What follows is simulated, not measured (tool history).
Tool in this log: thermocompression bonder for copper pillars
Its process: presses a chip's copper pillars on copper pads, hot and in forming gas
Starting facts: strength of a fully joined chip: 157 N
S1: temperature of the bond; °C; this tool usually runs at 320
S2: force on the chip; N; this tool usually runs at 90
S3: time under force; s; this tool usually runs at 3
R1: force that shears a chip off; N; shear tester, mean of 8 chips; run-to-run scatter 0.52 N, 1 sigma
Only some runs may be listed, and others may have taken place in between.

{"run": 1, "hour": 0.0, "S1": 320, "S2": 90, "S3": 3, "R1": 92.8}
{"run": 2, "hour": 32.0, "S1": 320, "S2": 56, "S3": 3, "R1": 68.1}
{"run": 3, "hour": 80.3, "S1": 320, "S2": 56, "S3": 3, "R1": 68.8}
{"run": 4, "hour": 123.6, "S1": 320, "S2": 56, "S3": 3, "R1": 68.2}
{"run": 5, "hour": 146.4, "S1": 320, "S2": 90, "S3": 3, "R1": 93.7}
{"run": 6, "hour": 179.0, "S1": 320, "S2": 90, "S3": 3, "R1": 93.0}
{"run": 7, "hour": 225.0, "S1": 320, "S2": 90, "S3": 3, "R1": 92.4}
{"run": 8, "hour": 265.3, "S1": 320, "S2": 90, "S3": 3, "R1": 93.7}
{"hour": 319.9, "done": "force cell calibrated"}
{"run": 9, "hour": 319.9, "S1": 320, "S2": 90, "S3": 3, "R1": 93.5}
{"run": 10, "hour": 359.2, "S1": 320, "S2": 90, "S3": 5, "R1": 107.7}
{"run": 11, "hour": 406.4, "S1": 320, "S2": 90, "S3": 5, "R1": 108.1}
{"run": 12, "hour": 432.6, "S1": 320, "S2": 90, "S3": 5, "R1": 108.3}
{"run": 13, "hour": 464.0, "S1": 320, "S2": 90, "S3": 5, "R1": 109.1}
{"run": 14, "hour": 497.5, "S1": 320, "S2": 90, "S3": 5, "R1": 109.7}
{"run": 15, "hour": 526.5, "S1": 320, "S2": 90, "S3": 5, "R1": 108.7}
{"run": 16, "hour": 577.1, "S1": 320, "S2": 90, "S3": 3, "R1": 94.5}
{"run": 17, "hour": 622.3, "S1": 320, "S2": 90, "S3": 3, "R1": 94.4}
{"run": 18, "hour": 650.4, "S1": 320, "S2": 90, "S3": 3, "R1": 94.8}
{"run": 19, "hour": 687.1, "S1": 320, "S2": 90, "S3": 3, "R1": 94.7}
{"hour": 695.4, "done": "forming gas filter changed"}
{"run": 20, "hour": 726.9, "S1": 320, "S2": 90, "S3": 3, "R1": 95.8}
{"hour": 753.0, "done": "gauge calibrated"}
{"run": 21, "hour": 772.9, "S1": 337, "S2": 71, "S3": 6, "R1": 111.6}
{"run": 22, "hour": 825.4, "S1": 335, "S2": 90, "S3": 2, "R1": 91.1}
{"run": 23, "hour": 855.0, "S1": 335, "S2": 120, "S3": 3, "R1": 118.1}
{"run": 24, "hour": 896.8, "S1": 293, "S2": 90, "S3": 9, "R1": 106.7}
{"run": 25, "hour": 936.0, "S1": 343, "S2": 90, "S3": 6, "R1": 126.7}
{"run": 26, "hour": 980.8, "S1": 298, "S2": 96, "S3": 3, "R1": 82.4}
{"run": 27, "hour": 1028.5, "S1": 312, "S2": 71, "S3": 3, "R1": 76.2}
{"run": 28, "hour": 1055.2, "S1": 312, "S2": 71, "S3": 3, "R1": 75.8}
{"run": 29, "hour": 1094.8, "S1": 313, "S2": 58, "S3": 3, "R1": 66.7}
{"run": 30, "hour": 1138.1, "S1": 313, "S2": 58, "S3": 3, "R1": 67.2}
{"run": 31, "hour": 1183.3, "S1": 313, "S2": 58, "S3": 3, "R1": 66.8}
{"run": 32, "hour": 1210.4, "S1": 313, "S2": 58, "S3": 3, "R1": 66.9}
{"run": 33, "hour": 1238.6, "S1": 313, "S2": 58, "S3": 3, "R1": 67.3}
{"run": 34, "hour": 1286.2, "S1": 320, "S2": 117, "S3": 3, "R1": 109.0}
{"run": 35, "hour": 1317.2, "S1": 319, "S2": 92, "S3": 5, "R1": 109.9}
{"run": 36, "hour": 1339.2, "S1": 342, "S2": 90, "S3": 5, "R1": 123.0}
{"run": 37, "hour": 1384.5, "S1": 342, "S2": 90, "S3": 5, "R1": 122.6}
{"run": 38, "hour": 1438.3, "S1": 342, "S2": 90, "S3": 5, "R1": 122.7}
{"hour": 1456.5, "done": "gauge calibrated"}
{"hour": 1458.5, "done": "heater calibrated with a thermocouple chip"}
{"hour": 1459.0, "done": "forming gas filter changed"}
{"run": 39, "hour": 1480.6, "S1": 293, "S2": 90, "S3": 3, "R1": 75.2}

Here are 3 independent what-if runs from the current tool condition. What would each one return?
{"run": "A", "hour": 1503.3, "S1": 293, "S2": 98, "S3": 3, "R1": "?"}
{"run": "B", "hour": 1503.3, "S1": 293, "S2": 110, "S3": 7, "R1": "?"}
{"run": "C", "hour": 1503.3, "S1": 320, "S2": 62, "S3": 3, "R1": "?"}

run=A R1=79.8
run=B R1=111.2
run=C R1=73.2
Had the tool no hidden state, the same runs would have come out as:
run=A R1=79.6
run=B R1=111.0
run=C R1=73.1

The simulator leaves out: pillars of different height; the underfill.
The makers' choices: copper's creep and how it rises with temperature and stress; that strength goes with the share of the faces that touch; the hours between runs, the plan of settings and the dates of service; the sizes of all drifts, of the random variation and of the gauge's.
